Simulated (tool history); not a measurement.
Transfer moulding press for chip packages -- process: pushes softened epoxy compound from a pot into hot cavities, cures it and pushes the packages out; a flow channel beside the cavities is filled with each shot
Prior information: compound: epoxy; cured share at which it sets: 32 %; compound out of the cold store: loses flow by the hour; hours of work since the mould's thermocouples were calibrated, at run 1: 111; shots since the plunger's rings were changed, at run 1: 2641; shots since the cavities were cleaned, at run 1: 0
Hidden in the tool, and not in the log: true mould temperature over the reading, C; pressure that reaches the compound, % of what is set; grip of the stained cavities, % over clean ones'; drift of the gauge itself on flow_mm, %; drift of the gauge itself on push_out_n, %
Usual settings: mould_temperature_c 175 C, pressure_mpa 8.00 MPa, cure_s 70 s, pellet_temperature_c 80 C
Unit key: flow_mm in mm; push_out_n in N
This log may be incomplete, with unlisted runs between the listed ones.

run	hour	mould_temperature_c	pressure_mpa	cure_s	pellet_temperature_c	hours of work since the mould's thermocouples were calibrated	shots since the plunger's rings were changed	shots since the cavities were cleaned	incoming compound's hours out of the cold store	flow_mm	push_out_n
1	0.0	175	8.00	70	80	111	2641	0	8.7	1029	280
2	18.7	175	8.00	102	80	124	2984	343	14.1	974	255
3	48.8	175	8.00	102	80	145	3537	896	16.5	964	309
# hour 63.4: cavities cleaned with cleaning compound and waxed
4	87.8	175	8.00	102	80	171	4225	449	11.2	986	275
# hour 99.7: plunger's sealing rings changed
# hour 129.5: cavities cleaned with cleaning compound and waxed
5	134.7	175	8.00	102	80	201	615	95	12.3	1028	218
6	156.2	175	8.00	70	80	216	1008	488	35.3	892	394
# hour 193.0: cavities cleaned with cleaning compound and waxed
7	194.2	180	8.00	70	80	241	1678	21	44.7	818	218
8	235.0	180	8.00	70	80	270	2426	769	25.2	909	327
9	253.2	181	8.00	70	80	282	2760	1103	33.8	871	371
# hour 257.1: cavities cleaned with cleaning compound and waxed
10	290.0	181	8.00	70	80	307	3408	604	18.8	941	328
# hour 322.4: cavities cleaned with cleaning compound and waxed
11	330.2	175	8.00	70	80	334	4117	142	31.8	888	304
# hour 348.0: plunger's sealing rings changed
12	367.9	175	8.00	70	80	358	365	787	40.0	869	425
# hour 387.7: cavities cleaned with cleaning compound and waxed
13	397.9	175	8.00	70	80	378	888	187	22.3	965	343
14	428.1	175	8.00	70	80	399	1443	742	36.0	897	422
# hour 451.2: cavities cleaned with cleaning compound and waxed
15	465.0	175	8.00	70	80	424	2092	254	46.6	838	316
16	506.5	168	7.48	70	79	453	2853	1015	12.5	997	839
# hour 515.8: cavities cleaned with cleaning compound and waxed
17	550.1	172	7.48	52	79	482	3626	630	20.9	927	1145
# hour 581.3: cavities cleaned with cleaning compound and waxed
18	586.9	172	7.48	64	80	507	4273	103	32.5	865	471
# hour 596.3: plunger's sealing rings changed
19	619.7	172	7.48	64	80	528	431	659	14.3	985	702
20	639.4	172	7.48	64	80	541	791	1019	19.6	965	796
# hour 645.9: cavities cleaned with cleaning compound and waxed
21	666.5	167	7.74	84	80	559	1261	377	45.6	874	421
# hour 706.5: mould's thermocouples calibrated
# hour 711.3: cavities cleaned with cleaning compound and waxed
22	712.8	170	9.57	99	80	3	2046	27	45.1	930	212
23	732.6	170	9.57	99	80	17	2410	391	46.9	930	264
24	770.8	174	9.70	99	88	44	3111	1092	39.0	957	332
# hour 775.8: cavities cleaned with cleaning compound and waxed
25	796.5	172	7.34	99	88	61	3554	380	39.5	834	283
26	835.1	172	7.34	99	88	87	4261	1087	46.8	790	334

For run 27, what comes out?
# hour 838.9: cavities cleaned with cleaning compound and waxed
# hour 846.7: plunger's sealing rings changed
27	856.4	172	8.74	99	88	99	176	275	28.2	?	?

flow_mm: 985 mm
push_out_n: 249 N
With no hidden state in the tool, this same run would have given flow_mm 986 mm, push_out_n 189 N.

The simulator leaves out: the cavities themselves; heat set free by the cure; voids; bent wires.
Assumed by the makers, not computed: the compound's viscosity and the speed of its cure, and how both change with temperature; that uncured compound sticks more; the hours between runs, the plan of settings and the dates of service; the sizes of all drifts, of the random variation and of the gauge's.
